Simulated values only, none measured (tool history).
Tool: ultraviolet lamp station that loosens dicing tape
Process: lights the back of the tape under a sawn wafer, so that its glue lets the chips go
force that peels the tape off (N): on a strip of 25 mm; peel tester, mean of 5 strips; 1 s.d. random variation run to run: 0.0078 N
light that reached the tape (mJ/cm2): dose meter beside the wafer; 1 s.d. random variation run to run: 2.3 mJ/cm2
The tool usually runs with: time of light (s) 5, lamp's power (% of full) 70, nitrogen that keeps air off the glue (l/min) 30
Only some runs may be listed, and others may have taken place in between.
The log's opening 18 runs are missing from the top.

run,hour,time of light (s),lamp's power (% of full),nitrogen that keeps air off the glue (l/min),force that peels the tape off (N),light that reached the tape (mJ/cm2)
19,633.4,5,70,10,0.554,222
20,684.1,4,70,10,0.828,178
21,735.4,4,70,10,0.790,178
22,766.6,4,70,10,0.799,181
23,792.1,4,70,10,0.787,178
24,843.6,9,96,53,0.218,549
25,871.1,9,96,53,0.219,551
26,905.6,6,73,33,0.250,278
27,958.9,6,73,33,0.244,279
28,995.6,6,73,33,0.231,280
29,1018.0,4,62,16,0.692,157
30,1048.7,5,62,30,0.347,199
31,1089.6,5,70,30,0.298,221
32,1116.3,5,70,30,0.300,229
33,1156.5,5,70,30,0.276,224
34,1194.7,5,70,30,0.302,222
35,1248.7,7,66,30,0.244,296
36,1271.6,7,79,30,0.228,354
37,1319.7,5,72,29,0.285,229
38,1353.6,6,69,51,0.241,263
39,1398.6,8,62,10,0.331,318
40,1451.5,5,76,31,0.272,239
41,1473.3,4,62,52,0.373,157
42,1527.5,4,81,52,0.284,202
43,1573.4,5,74,34,0.279,236

Forecast each of these 4 alternatives for the next run:
A,1600.2,5,65,34,?,?
B,1600.2,5,95,15,?,?
C,1600.2,7,62,56,?,?
D,1600.2,3,74,18,?,?

run,force that peels the tape off (N),light that reached the tape (mJ/cm2)
A,0.311,207
B,0.280,302
C,0.222,275
D,0.796,139
Without the tool's hidden state the same runs would have given:
run,force that peels the tape off (N),light that reached the tape (mJ/cm2)
A,0.310,208
B,0.279,303
C,0.222,276
D,0.792,140
